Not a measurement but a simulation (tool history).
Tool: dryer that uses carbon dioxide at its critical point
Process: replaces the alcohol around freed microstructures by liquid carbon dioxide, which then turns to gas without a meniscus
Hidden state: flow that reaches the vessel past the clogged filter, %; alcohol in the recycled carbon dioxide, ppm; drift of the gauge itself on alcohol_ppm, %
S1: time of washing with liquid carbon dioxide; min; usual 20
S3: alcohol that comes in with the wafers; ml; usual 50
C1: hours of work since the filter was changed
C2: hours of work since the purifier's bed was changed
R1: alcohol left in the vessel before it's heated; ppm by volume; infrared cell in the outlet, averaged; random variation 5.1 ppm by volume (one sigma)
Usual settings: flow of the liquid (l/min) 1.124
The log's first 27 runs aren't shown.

run 28 hour=223.5 | S1=13 flow_of_the_liquid_(l/min)=0.72 S3=83 | C1=139 C2=159 | R1=2825
run 29 hour=233.1 | S1=19 flow_of_the_liquid_(l/min)=1.58 S3=59 | C1=145 C2=165 | R1=62
run 30 hour=238.2 | S1=20 flow_of_the_liquid_(l/min)=1.47 S3=50 | C1=148 C2=169 | R1=59
run 31 hour=243.6 | S1=20 flow_of_the_liquid_(l/min)=1 S3=66 | C1=151 C2=172 | R1=256
run 32 hour=254 | S1=31 flow_of_the_liquid_(l/min)=1.124 S3=36 | C1=158 C2=179 | R1=50
run 33 hour=260.6 | S1=31 flow_of_the_liquid_(l/min)=1.124 S3=36 | C1=162 C2=183 | R1=52
run 34 hour=269.5 | S1=31 flow_of_the_liquid_(l/min)=1.124 S3=36 | C1=167 C2=188 | R1=46
run 35 hour=275.1 | S1=20 flow_of_the_liquid_(l/min)=1.36 S3=22 | C1=171 C2=192 | R1=60
run 36 hour=283.5 | S1=20 flow_of_the_liquid_(l/min)=1.36 S3=22 | C1=176 C2=197 | R1=76
run 37 hour=291.7 | S1=13 flow_of_the_liquid_(l/min)=1.39 S3=22 | C1=181 C2=202 | R1=155

4 ways to go on from here, each from the tool as it stands after run 37. What would each give?
run A hour=300.8 | S1=25 flow_of_the_liquid_(l/min)=1.06 S3=29 | C1=187 C2=208 | R1=?
run B hour=300.8 | S1=16 flow_of_the_liquid_(l/min)=1.39 S3=22 | C1=187 C2=208 | R1=?
run C hour=300.8 | S1=30 flow_of_the_liquid_(l/min)=1.124 S3=50 | C1=187 C2=208 | R1=?
run D hour=300.8 | S1=16 flow_of_the_liquid_(l/min)=1.06 S3=22 | C1=187 C2=208 | R1=?

run=A R1=80
run=B R1=97
run=C R1=64
run=D R1=194
Without the tool's hidden state the same runs would have given:
run=A R1=20
run=B R1=31
run=C R1=9
run=D R1=105
